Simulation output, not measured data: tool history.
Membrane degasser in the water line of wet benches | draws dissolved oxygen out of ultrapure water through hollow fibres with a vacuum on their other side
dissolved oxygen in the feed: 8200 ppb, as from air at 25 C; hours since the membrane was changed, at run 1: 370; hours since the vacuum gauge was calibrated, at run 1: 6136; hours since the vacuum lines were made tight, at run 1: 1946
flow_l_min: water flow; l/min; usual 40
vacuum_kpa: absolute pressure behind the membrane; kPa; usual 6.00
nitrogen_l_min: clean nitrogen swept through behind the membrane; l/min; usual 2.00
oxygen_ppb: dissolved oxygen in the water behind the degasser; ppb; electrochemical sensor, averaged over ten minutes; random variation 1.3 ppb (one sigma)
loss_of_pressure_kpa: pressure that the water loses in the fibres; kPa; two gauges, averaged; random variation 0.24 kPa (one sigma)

run,hour,flow_l_min,vacuum_kpa,nitrogen_l_min,hours since the membrane was changed,hours since the vacuum gauge was calibrated,hours since the vacuum lines were made tight,oxygen_ppb,loss_of_pressure_kpa
1,0.0,40,6.00,2.00,370,6136,1946,130.7,60.59
2,53.8,40,6.00,2.00,424,6190,1999,130.0,60.79
3,120.6,40,6.00,2.00,491,6257,2066,132.3,60.61
4,163.1,40,6.00,2.00,533,6299,2109,129.6,60.90
5,228.1,40,6.00,2.00,598,6364,2174,129.0,60.76
6,264.3,28,6.00,2.00,635,6400,2210,91.8,42.12
7,333.7,28,6.00,2.00,704,6470,2279,89.6,42.41
8,401.3,40,6.00,4.36,772,6537,2347,66.8,60.56
9,447.5,40,3.97,2.00,818,6584,2393,40.6,60.30
10,486.9,48,6.00,2.00,857,6623,2432,157.1,72.81
11,551.9,40,8.89,2.00,922,6688,2497,253.8,60.62
12,592.0,40,5.78,2.00,962,6728,2538,119.8,60.77
13,644.8,40,5.78,2.00,1015,6781,2590,122.0,60.61
14,688.9,40,5.78,2.00,1059,6825,2634,120.6,60.49
15,733.9,40,5.78,2.00,1104,6870,2679,118.6,60.77
16,779.4,40,6.00,2.00,1150,6915,2725,129.9,60.54
17,836.3,40,6.00,2.00,1207,6972,2782,129.6,60.71
18,898.7,40,12.65,1.27,1269,7035,2844,575.1,61.02
19,935.9,40,10.33,1.27,1306,7072,2881,457.0,60.64
20,973.2,26,5.87,2.00,1344,7109,2919,79.9,39.48
21,1005.4,52,11.76,2.00,1376,7142,2951,481.9,78.43
22,1043.3,37,4.25,2.09,1414,7179,2989,45.7,55.84
23,1076.8,37,4.25,2.09,1447,7213,3022,46.3,56.09
24,1112.8,37,4.25,2.09,1483,7249,3058,46.1,56.58
# hour 1152.1: vacuum gauge calibrated
25,1160.2,55,6.91,4.90,1530,8,3105,121.4,83.36
26,1226.0,55,6.91,4.90,1596,74,3171,120.0,83.40
27,1284.3,55,6.91,4.90,1654,132,3229,121.0,83.11
28,1349.3,58,4.12,1.09,1719,197,3294,118.2,88.22
29,1415.2,58,4.12,1.09,1785,263,3360,121.5,87.83
30,1455.8,52,8.90,0.96,1826,304,3401,576.3,78.57
31,1523.0,52,8.90,2.00,1893,371,3468,327.8,78.66
32,1586.0,41,4.48,1.42,1956,434,3531,83.7,62.28

Hidden state at the last listed run before each entry between runs and at the first one after, where it differs:
Between runs 24 and 25: vacuum gauge calibrated (hour 1152.1)
  no hidden state differs between the two runs
